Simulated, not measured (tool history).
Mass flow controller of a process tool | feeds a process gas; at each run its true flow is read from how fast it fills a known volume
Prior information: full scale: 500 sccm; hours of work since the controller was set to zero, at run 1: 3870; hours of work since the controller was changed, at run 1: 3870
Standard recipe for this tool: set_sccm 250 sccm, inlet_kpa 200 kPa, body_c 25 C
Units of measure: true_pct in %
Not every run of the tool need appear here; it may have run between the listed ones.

| run | hour | set_sccm | inlet_kpa | body_c | hours of work since the controller was set to zero | hours of work since the controller was changed | true_pct |
|---|---|---|---|---|---|---|---|
| 1 | 0.0 | 250 | 200 | 25 | 3870 | 3870 | 102.27 |
| 2 | 238.8 | 250 | 200 | 26 | 3951 | 3951 | 102.50 |
| 3 | 502.5 | 250 | 200 | 25 | 4040 | 4040 | 102.38 |
| 4 | 773.2 | 250 | 200 | 25 | 4131 | 4131 | 102.37 |
| 5 | 1050.9 | 162 | 200 | 25 | 4225 | 4225 | 103.66 |
| 6 | 1211.6 | 162 | 200 | 25 | 4279 | 4279 | 103.75 |
| 7 | 1368.4 | 162 | 200 | 25 | 4332 | 4332 | 103.65 |
| 8 | 1545.8 | 162 | 200 | 25 | 4392 | 4392 | 103.92 |
| 9 | 1807.3 | 250 | 200 | 20 | 4480 | 4480 | 102.47 |
| 10 | 2000.1 | 441 | 200 | 20 | 4545 | 4545 | 102.03 |
| 11 | 2234.7 | 250 | 200 | 25 | 4624 | 4624 | 102.71 |
| 12 | 2405.1 | 250 | 200 | 25 | 4682 | 4682 | 103.05 |
| 13 | 2730.6 | 68 | 200 | 25 | 4792 | 4792 | 110.81 |
|  | 2831.1 | controller's zero set anew |
| 14 | 2982.9 | 250 | 200 | 25 | 51 | 4877 | 104.60 |
| 15 | 3182.2 | 250 | 200 | 25 | 118 | 4944 | 104.70 |
| 16 | 3468.8 | 71 | 200 | 25 | 215 | 5040 | 116.43 |
| 17 | 3767.5 | 71 | 200 | 25 | 316 | 5141 | 116.45 |
| 18 | 4009.2 | 250 | 200 | 25 | 398 | 5223 | 104.96 |
| 19 | 4236.8 | 250 | 200 | 25 | 474 | 5300 | 104.81 |
| 20 | 4399.5 | 250 | 200 | 25 | 529 | 5355 | 105.05 |
|  | 4444.1 | controller's zero set anew, once more |
| 21 | 4672.6 | 250 | 200 | 25 | 77 | 5447 | 100.08 |
| 22 | 4927.0 | 250 | 200 | 25 | 163 | 5532 | 100.17 |
| 23 | 5070.0 | 250 | 200 | 25 | 211 | 5581 | 100.18 |
| 24 | 5332.2 | 60 | 212 | 29 | 300 | 5669 | 100.40 |
| 25 | 5621.1 | 190 | 200 | 25 | 397 | 5767 | 100.17 |
| 26 | 5890.8 | 190 | 200 | 25 | 488 | 5858 | 100.16 |
| 27 | 6111.7 | 250 | 200 | 40 | 563 | 5932 | 101.52 |
| 28 | 6316.7 | 237 | 269 | 40 | 632 | 6001 | 101.06 |
| 29 | 6576.0 | 315 | 190 | 40 | 719 | 6089 | 101.58 |
| 30 | 6752.0 | 134 | 275 | 36 | 779 | 6148 | 100.77 |
| 31 | 6924.5 | 380 | 190 | 29 | 837 | 6206 | 101.28 |
| 32 | 7172.7 | 380 | 190 | 29 | 921 | 6290 | 101.36 |
| 33 | 7325.3 | 380 | 190 | 29 | 972 | 6342 | 101.37 |
| 34 | 7517.1 | 250 | 200 | 27 | 1037 | 6406 | 101.00 |
| 35 | 7679.5 | 147 | 160 | 25 | 1092 | 6461 | 101.13 |
| 36 | 8015.0 | 147 | 160 | 25 | 1205 | 6574 | 101.27 |
| 37 | 8346.5 | 147 | 160 | 37 | 1317 | 6686 | 101.98 |
| 38 | 8530.4 | 181 | 157 | 26 | 1379 | 6748 | 101.51 |
| 39 | 8697.6 | 280 | 157 | 40 | 1435 | 6805 | 102.31 |
| 40 | 8866.0 | 429 | 164 | 27 | 1492 | 6862 | 101.86 |
| 41 | 9052.8 | 429 | 164 | 27 | 1555 | 6925 | 101.91 |
| 42 | 9349.2 | 429 | 164 | 27 | 1655 | 7025 | 101.96 |
| 43 | 9577.2 | 429 | 164 | 27 | 1732 | 7101 | 101.91 |

What if the next run were any one of these 5? Each begins from the tool's condition after run 43:
| A | 9847.4 | 196 | 154 | 24 | 1823 | 7193 | ? |
| B | 9847.4 | 65 | 229 | 27 | 1823 | 7193 | ? |
| C | 9847.4 | 287 | 272 | 34 | 1823 | 7193 | ? |
| D | 9847.4 | 436 | 164 | 23 | 1823 | 7193 | ? |
| E | 9847.4 | 429 | 250 | 31 | 1823 | 7193 | ? |

| run | true_pct |
|---|---|
| A | 101.73 |
| B | 103.91 |
| C | 101.61 |
| D | 101.87 |
| E | 101.77 |
With no hidden state in the tool, these same runs would have given:
| run | true_pct |
|---|---|
| A | 98.85 |
| B | 98.04 |
| C | 99.21 |
| D | 99.81 |
| E | 99.70 |
